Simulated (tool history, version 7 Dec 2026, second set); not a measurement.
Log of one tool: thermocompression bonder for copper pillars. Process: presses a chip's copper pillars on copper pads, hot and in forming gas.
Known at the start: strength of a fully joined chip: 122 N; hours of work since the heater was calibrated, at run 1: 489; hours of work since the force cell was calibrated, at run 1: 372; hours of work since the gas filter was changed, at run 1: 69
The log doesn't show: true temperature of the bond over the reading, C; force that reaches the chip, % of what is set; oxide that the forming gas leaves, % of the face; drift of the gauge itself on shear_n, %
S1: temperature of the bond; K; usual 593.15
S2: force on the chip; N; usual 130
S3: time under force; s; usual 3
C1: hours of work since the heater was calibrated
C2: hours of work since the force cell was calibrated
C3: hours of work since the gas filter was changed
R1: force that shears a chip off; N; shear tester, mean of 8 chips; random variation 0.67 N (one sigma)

Run 1, hour 0: usual settings; C1 489; C2 372; C3 69. Result: R1 53.1 N.
Run 2, hour 29.7: usual settings; C1 501; C2 384; C3 82. Result: R1 52.8 N.
Run 3, hour 64.2: usual settings; C1 516; C2 399; C3 96. Result: R1 53.6 N.
Run 4, hour 83.1: usual settings; C1 524; C2 407; C3 104. Result: R1 52.8 N.
Run 5, hour 113.9: usual settings; C1 537; C2 420; C3 117. Result: R1 53.7 N.
Run 6, hour 156.8: usual settings; C1 555; C2 438; C3 136. Result: R1 51.9 N.
Run 7, hour 196.8: usual settings but S2 135 N; C1 572; C2 455; C3 153. Result: R1 55.3 N.
Run 8, hour 232.4: usual settings but S1 568.15 K, S2 135 N; C1 587; C2 470; C3 168. Result: R1 38.3 N.
Run 9, hour 257.7: usual settings but S1 568.15 K, S2 135 N; C1 598; C2 481; C3 178. Result: R1 38.5 N.
Run 10, hour 280.2: usual settings but S1 568.15 K, S2 135 N; C1 607; C2 491; C3 188. Result: R1 38 N.
Run 11, hour 309.6: usual settings but S1 568.15 K, S2 135 N; C1 620; C2 503; C3 200. Result: R1 37.4 N.
Run 12, hour 329.6: usual settings but S1 568.15 K, S2 135 N; C1 628; C2 511; C3 209. Result: R1 37.1 N.
Run 13, hour 348.8: usual settings but S1 568.15 K, S2 135 N; C1 636; C2 520; C3 217. Result: R1 37 N.
Run 14, hour 376.9: usual settings but S1 596.15 K; C1 648; C2 531; C3 229. Result: R1 53.8 N.
Run 15, hour 409.1: usual settings but S1 596.15 K, S2 118 N; C1 662; C2 545; C3 243. Result: R1 50 N.
Run 16, hour 432.3: usual settings; C1 672; C2 555; C3 252. Result: R1 51.9 N.
Run 17, hour 452: usual settings but S2 93 N; C1 680; C2 563; C3 261. Result: R1 38.6 N.
Run 18, hour 483.6: usual settings but S1 617.15 K, S2 117 N, S3 6 s; C1 693; C2 577; C3 274. Result: R1 76.5 N.
Run 19, hour 524: usual settings but S1 577.15 K, S2 149 N, S3 2 s; C1 711; C2 594; C3 291. Result: R1 38.7 N.
Run 20, hour 565.1: usual settings but S1 577.15 K, S2 137 N, S3 4 s; C1 728; C2 611; C3 309. Result: R1 47.9 N.
Run 21, hour 595.8: usual settings but S1 623.15 K, S2 86 N, S3 2 s; C1 741; C2 624; C3 322. Result: R1 45.4 N.
Run 22, hour 630.6: usual settings but S1 623.15 K, S2 86 N, S3 6 s; C1 756; C2 639; C3 336. Result: R1 65.9 N.
Run 23, hour 652.9: usual settings but S1 611.15 K; C1 765; C2 648; C3 346. Result: R1 63.7 N.
Run 24, hour 692.5: usual settings but S1 574.15 K, S2 128 N; C1 782; C2 665; C3 363. Result: R1 37.9 N.
Run 25, hour 732.1: usual settings but S1 573.15 K, S3 2 s; C1 799; C2 682; C3 379. Result: R1 31.8 N.
Run 26, hour 772.7: usual settings but S1 566.15 K, S2 151 N; C1 816; C2 699; C3 397. Result: R1 39.2 N.
Run 27, hour 802.8: usual settings but S3 8 s; C1 829; C2 712; C3 409. Result: R1 68 N.
Run 28, hour 821.2: usual settings but S3 8 s; C1 836; C2 720; C3 417. Result: R1 68.2 N.
Run 29, hour 843.4: usual settings but S3 8 s; C1 846; C2 729; C3 427. Result: R1 69.8 N.
Run 30, hour 886.6: usual settings but S2 117 N; C1 864; C2 747; C3 445. Result: R1 44.9 N.
At hour 890.8: forming gas filter changed.
Run 31, hour 917.6: usual settings but S1 587.15 K, S2 112 N, S3 2 s; C1 877; C2 760; C3 11. Result: R1 37.2 N.
Run 32, hour 944.8: usual settings but S1 587.15 K, S2 112 N, S3 2 s; C1 889; C2 772; C3 23. Result: R1 37.6 N.
Run 33, hour 971.2: usual settings but S1 617.15 K, S2 125 N, S3 5 s; C1 900; C2 783; C3 34. Result: R1 81.3 N.
Run 34, hour 1000.8: usual settings but S1 582.15 K, S2 91 N, S3 4 s; C1 912; C2 796; C3 47. Result: R1 39.2 N.

3 ways to go on from here, each from the tool as it stands after run 34. What would each give?
Run A, hour 1041.5: usual settings but S1 592.15 K, S2 171 N, S3 4 s; C1 930; C2 813; C3 64. Result: R1 ?.
Run B, hour 1041.5: usual settings but S1 606.15 K, S2 91 N; C1 930; C2 813; C3 64. Result: R1 ?.
Run C, hour 1041.5: usual settings but S1 612.15 K, S2 147 N, S3 4 s; C1 930; C2 813; C3 64. Result: R1 ?.

run    R1
  A  71.8
  B  48.5
  C    79
Without the tool's hidden state the same runs would have given:
run    R1
  A  71.2
  B  48.1
  C  78.8
